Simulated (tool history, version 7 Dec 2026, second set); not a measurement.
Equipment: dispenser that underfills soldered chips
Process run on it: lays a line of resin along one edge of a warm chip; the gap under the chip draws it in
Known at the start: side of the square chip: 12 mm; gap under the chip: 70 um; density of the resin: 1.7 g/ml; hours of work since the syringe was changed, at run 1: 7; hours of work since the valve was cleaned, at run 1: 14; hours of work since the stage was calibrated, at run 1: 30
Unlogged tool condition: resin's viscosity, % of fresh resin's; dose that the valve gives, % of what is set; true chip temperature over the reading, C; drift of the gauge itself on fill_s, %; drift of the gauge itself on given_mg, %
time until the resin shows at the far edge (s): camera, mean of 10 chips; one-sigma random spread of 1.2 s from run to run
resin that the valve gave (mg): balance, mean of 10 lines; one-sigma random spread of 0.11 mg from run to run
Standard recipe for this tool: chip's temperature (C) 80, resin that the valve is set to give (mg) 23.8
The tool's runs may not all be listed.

run   hour  chip's temperature (C)  resin that the valve is set to give (mg)  hours of work since the syringe was changed  hours of work since the valve was cleaned  hours of work since the stage was calibrated  time until the resin shows at the far edge (s)  resin that the valve gave (mg)
  1    0.0                      80                                      23.8                                            7                                         14                                            30                                           198.4                           23.49
       0.7  -- new syringe of resin
  2    3.9                      87                                      23.8                                            2                                         17                                            33                                           103.1                           23.58
  3    7.0                      87                                      23.8                                            5                                         19                                            35                                           123.3                           23.38
      10.4  -- new syringe of resin
  4   10.6                      66                                      23.8                                            0                                         22                                            38                                           266.7                           23.46
  5   13.8                      66                                      23.8                                            3                                         24                                            40                                           312.5                           23.30
  6   17.9                      66                                      23.8                                            6                                         28                                            44                                           395.7                           23.18
      19.8  -- new syringe of resin
  7   21.7                      66                                      23.8                                            1                                         30                                            46                                           285.4                           23.31
  8   26.1                      66                                      23.8                                            5                                         34                                            50                                           365.8                           23.17
      29.2  -- new syringe of resin
  9   31.1                      66                                      23.8                                            1                                         37                                            53                                           292.7                           23.38
 10   35.6                      67                                      23.8                                            5                                         41                                            57                                           355.4                           23.14
      38.8  -- new syringe of resin
 11   39.3                      67                                      23.8                                            0                                         44                                            60                                           256.3                           23.16
 12   41.6                      80                                      23.8                                            2                                         45                                            61                                           145.4                           23.25
 13   44.5                      80                                      23.8                                            4                                         48                                            64                                           172.6                           23.23
      48.4  -- new syringe of resin
 14   48.7                      80                                      23.8                                            0                                         51                                            67                                           126.7                           23.20
 15   53.3                      80                                      25.6                                            4                                         54                                            70                                           162.4                           24.79
 16   56.1                      80                                      23.8                                            6                                         56                                            72                                           189.0                           23.00
      57.8  -- new syringe of resin
 17   59.5                      80                                      23.8                                            1                                         59                                            75                                           137.3                           22.90
 18   61.7                      80                                      23.8                                            3                                         61                                            77                                           154.8                           22.94
 19   64.3                      80                                      23.8                                            5                                         63                                            79                                           180.5                           22.99
      67.5  -- new syringe of resin
 20   68.7                      93                                      26.2                                            1                                         66                                            82                                            69.1                           25.42
 21   73.4                      81                                      21.7                                            5                                         69                                            85                                           171.8                           21.03
 22   75.4                      81                                      21.7                                            6                                         71                                            87                                           186.7                           20.70
      77.1  -- new syringe of resin
 23   79.5                      92                                      22.6                                            2                                         74                                            90                                            80.0                           21.70
 24   81.7                      92                                      22.6                                            4                                         76                                            92                                            92.0                           21.61
 25   85.6                      92                                      22.7                                            7                                         79                                            95                                           115.7                           21.66
      86.7  -- new syringe of resin
 26   88.4                      92                                      22.7                                            1                                         81                                            97                                            77.5                           21.80
 27   90.7                      92                                      22.9                                            3                                         83                                            98                                            86.1                           21.89
 28   94.7                      92                                      22.9                                            6                                         86                                           102                                           107.7                           21.87
      96.2  -- new syringe of resin
 29   98.1                      92                                      22.9                                            1                                         88                                           104                                            79.6                           21.80
 30  102.8                      70                                      20.4                                            5                                         92                                           108                                           331.7                           19.27
     106.0  -- new syringe of resin
 31  107.7                      70                                      20.4                                            1                                         95                                           111                                           250.5                           19.26
 32  110.9                      80                                      30.0                                            4                                         98                                           114                                           158.5                           28.52
 33  113.6                      80                                      30.0                                            6                                        100                                           116                                           187.1                           28.27
     115.5  -- new syringe of resin
 34  118.2                      76                                      28.2                                            2                                        103                                           119                                           183.2                           26.60
 35  122.6                      91                                      20.5                                            6                                        107                                           123                                           118.6                           19.30
     125.1  -- new syringe of resin
 36  125.1                      80                                      27.6                                            0                                        108                                           124                                           123.2                           25.86

3 ways to go on from here, each from the tool as it stands after run 36. What would each give?
  A  127.4                      74                                      23.8                                            2                                        110                                           126                                               ?                               ?
  B  127.4                      80                                      22.2                                            2                                        110                                           126                                               ?                               ?
  C  127.4                      85                                      24.8                                            2                                        110                                           126                                               ?                               ?

run  time until the resin shows at the far edge (s)  resin that the valve gave (mg)
  A                                           201.3                           22.50
  B                                           150.0                           20.80
  C                                           111.2                           23.29
Without the tool's unlogged condition, the same runs would have read:
run  time until the resin shows at the far edge (s)  resin that the valve gave (mg)
  A                                           164.4                           23.97
  B                                           122.2                           22.16
  C                                            91.4                           24.80
